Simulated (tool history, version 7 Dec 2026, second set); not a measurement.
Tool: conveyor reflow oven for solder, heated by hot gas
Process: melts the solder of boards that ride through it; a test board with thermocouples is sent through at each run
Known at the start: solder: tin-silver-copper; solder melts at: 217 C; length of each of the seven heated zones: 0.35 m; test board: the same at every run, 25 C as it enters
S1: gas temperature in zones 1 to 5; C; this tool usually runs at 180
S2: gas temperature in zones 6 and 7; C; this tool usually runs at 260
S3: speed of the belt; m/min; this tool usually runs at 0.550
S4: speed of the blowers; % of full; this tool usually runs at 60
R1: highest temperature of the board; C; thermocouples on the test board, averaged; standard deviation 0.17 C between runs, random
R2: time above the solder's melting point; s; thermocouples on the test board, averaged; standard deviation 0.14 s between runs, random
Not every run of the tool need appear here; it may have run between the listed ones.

run,hour,S1,S2,S3,S4,R1,R2
1,0.0,180,260,0.550,60,247.4,57.4
2,78.9,180,260,0.550,60,247.2,57.2
3,158.7,180,260,0.550,60,246.8,57.1
# hour 216.5: thermocouples of zones 6 and 7 changed
4,243.4,180,261,0.550,60,249.7,59.0
5,313.8,178,260,0.550,60,248.1,57.1
6,364.7,178,260,0.550,60,248.1,57.0
# hour 394.3: flux residue cleaned out of gas plates and filters
7,407.8,180,260,0.550,60,249.2,58.9
8,447.1,180,260,0.550,60,248.9,58.8
9,489.5,180,260,0.550,60,248.6,58.7
10,531.6,180,260,0.550,60,248.5,58.4
11,582.4,180,260,0.550,53,246.4,56.9
12,669.8,180,260,0.550,53,246.4,56.1
13,736.6,180,260,0.550,53,246.2,56.1
14,803.3,180,260,0.550,51,245.4,55.2
# hour 870.4: flux residue cleaned out of gas plates and filters
15,896.2,180,260,0.550,51,245.7,55.9
16,984.4,180,260,0.550,51,245.2,55.9
17,1025.2,180,267,0.650,60,248.9,48.7
# hour 1057.8: thermocouples of zones 6 and 7 changed
# hour 1085.3: belt drive overhauled, speed set with a stopwatch
18,1094.7,167,273,0.612,55,253.5,49.5
19,1154.8,186,273,0.591,55,257.7,60.9
20,1191.6,186,273,0.591,55,257.7,61.1
21,1253.3,178,263,0.480,72,255.3,72.4
22,1325.1,175,263,0.480,63,253.1,69.4
# hour 1347.0: flux residue cleaned out of gas plates and filters
23,1377.8,177,263,0.480,59,253.6,70.5
24,1468.0,177,268,0.480,51,256.1,72.0
25,1552.4,180,260,0.646,69,245.1,46.9
26,1607.0,180,260,0.646,69,245.2,46.5
27,1686.8,180,260,0.646,69,244.4,46.2
28,1753.5,180,267,0.610,55,248.6,51.2
# hour 1820.0: flux residue cleaned out of gas plates and filters
29,1821.7,181,259,0.507,68,249.1,66.4

Below, each run's measurement less what the same run would have read without the hidden state. Both values contain the same run-to-run variation, but the gauge's scatter may not be the same in both:
Hidden state present: heat that the gas passes to the board, % of a clean oven's; belt's true speed, % of the reading; true gas temperature in zones 6 and 7 over the reading, C; drift of the gauge itself on peak_c, C; drift of the gauge itself on liquid_s, %.
run,R1,R2
1,-1.9,-1.4
2,-2.3,-1.7
3,-2.6,-1.9
4,-0.7,-0.4
5,-1.1,-0.7
6,-1.3,-0.9
7,-0.4,+0.2
8,-0.7,+0.1
9,-0.8,-0.1
10,-1.0,-0.2
11,-1.2,-0.5
12,-1.5,-0.7
13,-1.8,-0.9
14,-2.1,-1.2
15,-1.6,-0.4
16,-2.0,-0.8
17,-2.2,-0.7
18,-1.1,-0.9
19,-1.3,-0.7
20,-1.5,-0.8
21,-1.7,-1.1
22,-2.0,-1.5
23,-1.3,-0.6
24,-1.7,-0.8
25,-2.1,-1.3
26,-2.4,-1.5
27,-2.8,-1.9
28,-2.9,-1.8
29,-2.3,-0.9
